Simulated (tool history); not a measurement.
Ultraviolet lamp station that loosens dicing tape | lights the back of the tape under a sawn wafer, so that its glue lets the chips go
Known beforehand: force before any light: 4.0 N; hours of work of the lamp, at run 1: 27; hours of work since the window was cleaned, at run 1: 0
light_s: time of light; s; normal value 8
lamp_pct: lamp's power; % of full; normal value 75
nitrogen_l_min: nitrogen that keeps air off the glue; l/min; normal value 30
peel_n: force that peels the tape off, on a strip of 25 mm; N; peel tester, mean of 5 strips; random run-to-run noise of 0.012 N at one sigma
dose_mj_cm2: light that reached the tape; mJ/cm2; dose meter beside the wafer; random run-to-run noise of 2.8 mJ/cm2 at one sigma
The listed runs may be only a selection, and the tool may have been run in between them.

run,day,light_s,lamp_pct,nitrogen_l_min,hours of work of the lamp,hours of work since the window was cleaned,peel_n,dose_mj_cm2
1,0,8,75,30,27,0,0.539,379
2,4.204,8,75,30,96,68,0.577,366
3,7.083,8,75,30,142,115,0.599,352
4,10.629,8,75,30,200,172,0.653,343
# day 11.025: window cleaned of glue's vapour
5,13.046,8,75,30,239,33,0.673,329
6,16.521,8,98,30,295,89,0.448,416
7,19.054,15,69,45,336,130,0.221,540
8,21.258,4,75,10,372,166,2.149,151
9,23.138,4,75,51,402,196,1.572,148

The next listed run, before its measurement:
10,25.3,4,86,15,438,232,?,?

{"run 10": {"peel_n": 1.859, "dose_mj_cm2": 168}}
If the tool had no hidden condition, the same run with the same run-to-run variation would have returned peel_n 1.456 N, dose_mj_cm2 222 mJ/cm2.
